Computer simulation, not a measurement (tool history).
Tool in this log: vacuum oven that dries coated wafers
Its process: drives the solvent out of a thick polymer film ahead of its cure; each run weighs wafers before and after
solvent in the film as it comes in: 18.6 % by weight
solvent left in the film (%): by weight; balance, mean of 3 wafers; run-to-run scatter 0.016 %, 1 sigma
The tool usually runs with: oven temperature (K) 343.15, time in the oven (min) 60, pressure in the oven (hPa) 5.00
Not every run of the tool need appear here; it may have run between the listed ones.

run 1 hour=0.0 | oven_temperature_(K)=343.15 time_in_the_oven_(min)=60 pressure_in_the_oven_(hPa)=5.00 | solvent_left_in_the_film_(%)=1.55
run 2 hour=103.3 | oven_temperature_(K)=343.15 time_in_the_oven_(min)=60 pressure_in_the_oven_(hPa)=5.53 | solvent_left_in_the_film_(%)=1.58
run 3 hour=164.9 | oven_temperature_(K)=343.15 time_in_the_oven_(min)=60 pressure_in_the_oven_(hPa)=5.53 | solvent_left_in_the_film_(%)=1.54
run 4 hour=261.9 | oven_temperature_(K)=343.15 time_in_the_oven_(min)=60 pressure_in_the_oven_(hPa)=5.53 | solvent_left_in_the_film_(%)=1.56
run 5 hour=370.3 | oven_temperature_(K)=343.15 time_in_the_oven_(min)=60 pressure_in_the_oven_(hPa)=5.53 | solvent_left_in_the_film_(%)=1.54
run 6 hour=440.6 | oven_temperature_(K)=343.15 time_in_the_oven_(min)=60 pressure_in_the_oven_(hPa)=5.53 | solvent_left_in_the_film_(%)=1.53
run 7 hour=522.2 | oven_temperature_(K)=343.15 time_in_the_oven_(min)=60 pressure_in_the_oven_(hPa)=5.53 | solvent_left_in_the_film_(%)=1.54
run 8 hour=599.8 | oven_temperature_(K)=343.15 time_in_the_oven_(min)=60 pressure_in_the_oven_(hPa)=5.53 | solvent_left_in_the_film_(%)=1.50
-- hour=613.0 oven's thermocouples calibrated
run 9 hour=679.9 | oven_temperature_(K)=343.15 time_in_the_oven_(min)=60 pressure_in_the_oven_(hPa)=5.53 | solvent_left_in_the_film_(%)=1.49
run 10 hour=785.7 | oven_temperature_(K)=352.15 time_in_the_oven_(min)=66 pressure_in_the_oven_(hPa)=3.28 | solvent_left_in_the_film_(%)=0.38
run 11 hour=879.1 | oven_temperature_(K)=348.15 time_in_the_oven_(min)=107 pressure_in_the_oven_(hPa)=5.00 | solvent_left_in_the_film_(%)=0.45
run 12 hour=942.9 | oven_temperature_(K)=333.15 time_in_the_oven_(min)=31 pressure_in_the_oven_(hPa)=7.34 | solvent_left_in_the_film_(%)=7.92
run 13 hour=1067.9 | oven_temperature_(K)=343.15 time_in_the_oven_(min)=86 pressure_in_the_oven_(hPa)=8.62 | solvent_left_in_the_film_(%)=1.05
run 14 hour=1134.1 | oven_temperature_(K)=337.15 time_in_the_oven_(min)=64 pressure_in_the_oven_(hPa)=5.68 | solvent_left_in_the_film_(%)=2.68
run 15 hour=1231.8 | oven_temperature_(K)=337.15 time_in_the_oven_(min)=64 pressure_in_the_oven_(hPa)=5.68 | solvent_left_in_the_film_(%)=2.68

Consider 3 possible next runs. They are alternatives, not a sequence: every one starts from the tool as it was left by run 15. What does each give?
run A hour=1351.5 | oven_temperature_(K)=337.15 time_in_the_oven_(min)=37 pressure_in_the_oven_(hPa)=5.68 | solvent_left_in_the_film_(%)=?
run B hour=1351.5 | oven_temperature_(K)=337.15 time_in_the_oven_(min)=40 pressure_in_the_oven_(hPa)=8.14 | solvent_left_in_the_film_(%)=?
run C hour=1351.5 | oven_temperature_(K)=354.15 time_in_the_oven_(min)=95 pressure_in_the_oven_(hPa)=9.00 | solvent_left_in_the_film_(%)=?

run=A solvent_left_in_the_film_(%)=5.29
run=B solvent_left_in_the_film_(%)=5.02
run=C solvent_left_in_the_film_(%)=0.51
With no hidden state in the tool, these same runs would have given:
run=A solvent_left_in_the_film_(%)=5.62
run=B solvent_left_in_the_film_(%)=5.34
run=C solvent_left_in_the_film_(%)=0.37

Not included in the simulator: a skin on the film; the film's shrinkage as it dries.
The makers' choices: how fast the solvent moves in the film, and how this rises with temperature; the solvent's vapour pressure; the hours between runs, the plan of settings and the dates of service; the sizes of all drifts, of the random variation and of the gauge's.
